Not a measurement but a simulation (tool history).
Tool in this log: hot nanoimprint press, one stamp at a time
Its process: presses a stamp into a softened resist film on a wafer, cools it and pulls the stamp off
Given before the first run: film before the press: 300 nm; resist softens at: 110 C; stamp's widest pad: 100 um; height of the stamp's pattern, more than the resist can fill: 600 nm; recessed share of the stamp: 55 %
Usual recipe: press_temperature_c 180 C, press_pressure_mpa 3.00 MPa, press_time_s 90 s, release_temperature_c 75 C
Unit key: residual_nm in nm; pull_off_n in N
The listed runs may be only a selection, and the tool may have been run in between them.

| run | hour | press_temperature_c | press_pressure_mpa | press_time_s | release_temperature_c | residual_nm | pull_off_n |
|---|---|---|---|---|---|---|---|
| 1 | 0.0 | 180 | 3.00 | 90 | 75 | 169.3 | 152 |
| 2 | 41.6 | 180 | 3.00 | 90 | 75 | 168.0 | 154 |
| 3 | 73.3 | 180 | 3.00 | 90 | 75 | 168.2 | 162 |
|  | 114.3 | stamp cleaned and given a new release coat |
| 4 | 116.8 | 180 | 3.00 | 90 | 75 | 165.7 | 116 |
| 5 | 157.4 | 180 | 3.00 | 90 | 75 | 165.8 | 121 |
|  | 180.1 | plate thermocouple calibrated |
| 6 | 195.0 | 180 | 3.00 | 90 | 75 | 173.6 | 126 |
| 7 | 244.3 | 180 | 3.10 | 90 | 75 | 172.0 | 137 |
| 8 | 312.8 | 180 | 3.10 | 90 | 75 | 172.1 | 147 |
| 9 | 351.3 | 177 | 3.00 | 90 | 75 | 188.8 | 147 |
| 10 | 421.8 | 177 | 3.00 | 90 | 75 | 188.3 | 149 |
| 11 | 470.9 | 177 | 3.00 | 90 | 75 | 186.5 | 160 |
| 12 | 504.8 | 180 | 2.62 | 90 | 75 | 180.9 | 161 |
| 13 | 550.2 | 180 | 2.62 | 90 | 75 | 178.1 | 168 |
|  | 560.2 | stamp cleaned and given a new release coat |
| 14 | 619.9 | 180 | 2.62 | 90 | 75 | 179.8 | 128 |
| 15 | 670.1 | 180 | 2.62 | 90 | 75 | 177.7 | 130 |
| 16 | 702.2 | 184 | 3.23 | 71 | 82 | 158.0 | 108 |
| 17 | 756.5 | 183 | 3.00 | 69 | 70 | 167.7 | 154 |
| 18 | 794.3 | 183 | 3.00 | 69 | 70 | 168.4 | 159 |
| 19 | 836.2 | 177 | 3.00 | 48 | 75 | 216.5 | 147 |
| 20 | 875.3 | 180 | 4.11 | 85 | 75 | 151.7 | 150 |
|  | 931.9 | press's hydraulic seals changed and the load cell set to zero |
| 21 | 932.6 | 180 | 4.11 | 85 | 75 | 150.8 | 156 |
|  | 978.8 | plate thermocouple calibrated |
| 22 | 980.9 | 189 | 4.11 | 85 | 76 | 119.9 | 170 |
|  | 1013.7 | stamp cleaned and given a new release coat |
| 23 | 1018.4 | 172 | 4.11 | 108 | 76 | 189.6 | 124 |
| 24 | 1079.2 | 169 | 4.67 | 93 | 74 | 208.1 | 130 |
| 25 | 1130.9 | 192 | 3.74 | 148 | 71 | 87.7 | 142 |
| 26 | 1195.1 | 183 | 3.00 | 130 | 75 | 138.1 | 140 |
| 27 | 1254.7 | 171 | 3.00 | 90 | 79 | 220.0 | 130 |
| 28 | 1305.2 | 171 | 3.00 | 90 | 79 | 220.7 | 136 |
| 29 | 1366.1 | 180 | 3.87 | 66 | 75 | 172.7 | 156 |

Below are 5 alternative next runs, each starting from the tool's condition after run 29. Predict each:
| A | 1418.7 | 180 | 4.55 | 66 | 75 | ? | ? |
| B | 1418.7 | 180 | 3.87 | 116 | 75 | ? | ? |
| C | 1418.7 | 180 | 3.00 | 48 | 63 | ? | ? |
| D | 1418.7 | 180 | 3.23 | 90 | 75 | ? | ? |
| E | 1418.7 | 183 | 2.44 | 66 | 69 | ? | ? |

| run | residual_nm | pull_off_n |
|---|---|---|
| A | 163.7 | 165 |
| B | 141.2 | 166 |
| C | 207.5 | 225 |
| D | 165.1 | 164 |
| E | 185.7 | 186 |
Without the tool's hidden state the same runs would have given:
| run | residual_nm | pull_off_n |
|---|---|---|
| A | 168.0 | 122 |
| B | 145.3 | 123 |
| C | 211.7 | 165 |
| D | 169.5 | 121 |
| E | 190.0 | 137 |
